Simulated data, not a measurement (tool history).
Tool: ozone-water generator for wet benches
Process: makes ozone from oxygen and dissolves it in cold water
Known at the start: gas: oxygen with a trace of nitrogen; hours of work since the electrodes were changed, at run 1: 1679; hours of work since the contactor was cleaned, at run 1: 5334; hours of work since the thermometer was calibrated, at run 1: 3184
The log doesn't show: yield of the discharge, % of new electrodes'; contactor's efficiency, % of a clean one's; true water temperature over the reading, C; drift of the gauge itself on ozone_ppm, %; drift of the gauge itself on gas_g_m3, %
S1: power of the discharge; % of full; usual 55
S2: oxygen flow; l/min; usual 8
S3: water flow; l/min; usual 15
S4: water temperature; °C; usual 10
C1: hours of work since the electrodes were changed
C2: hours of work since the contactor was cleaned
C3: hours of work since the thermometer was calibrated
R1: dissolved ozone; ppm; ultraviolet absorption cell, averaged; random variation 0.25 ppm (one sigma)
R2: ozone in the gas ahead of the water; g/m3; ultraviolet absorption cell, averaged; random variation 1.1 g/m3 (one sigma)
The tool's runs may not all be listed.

run	day	S1	S2	S3	S4	C1	C2	C3	R1	R2
1	0	55	8	15	10	1679	5334	3184	35.2	200
2	5.279	55	8	15	10	1785	5440	3290	36	201.4
3	9.854	55	8	15	15	1877	5531	3382	31.9	200.9
4	15.171	55	8	9	10	1983	5638	3488	46.6	198.4
5	19.658	55	8	15	10	2073	5728	3578	34.8	199.8
6	27.196	55	8	15	10	2224	5878	3729	35.3	200.1
7	31.05	55	8	15	10	2301	5956	3806	35	200.4
8	36.175	55	8	15	10	2404	6058	3908	34.9	195.8
# day 36.938: water thermometer calibrated
9	40.021	55	8	15	10	2480	6135	62	34.7	196.3

The next listed run, before its measurement:
10	44.8	55	8	15	10	2576	6230	157	?	?

R1: 34.6 ppm
R2: 196 g/m3
Without the tool's hidden state the same run would have given R1 37.8 ppm, R2 203.6 g/m3.
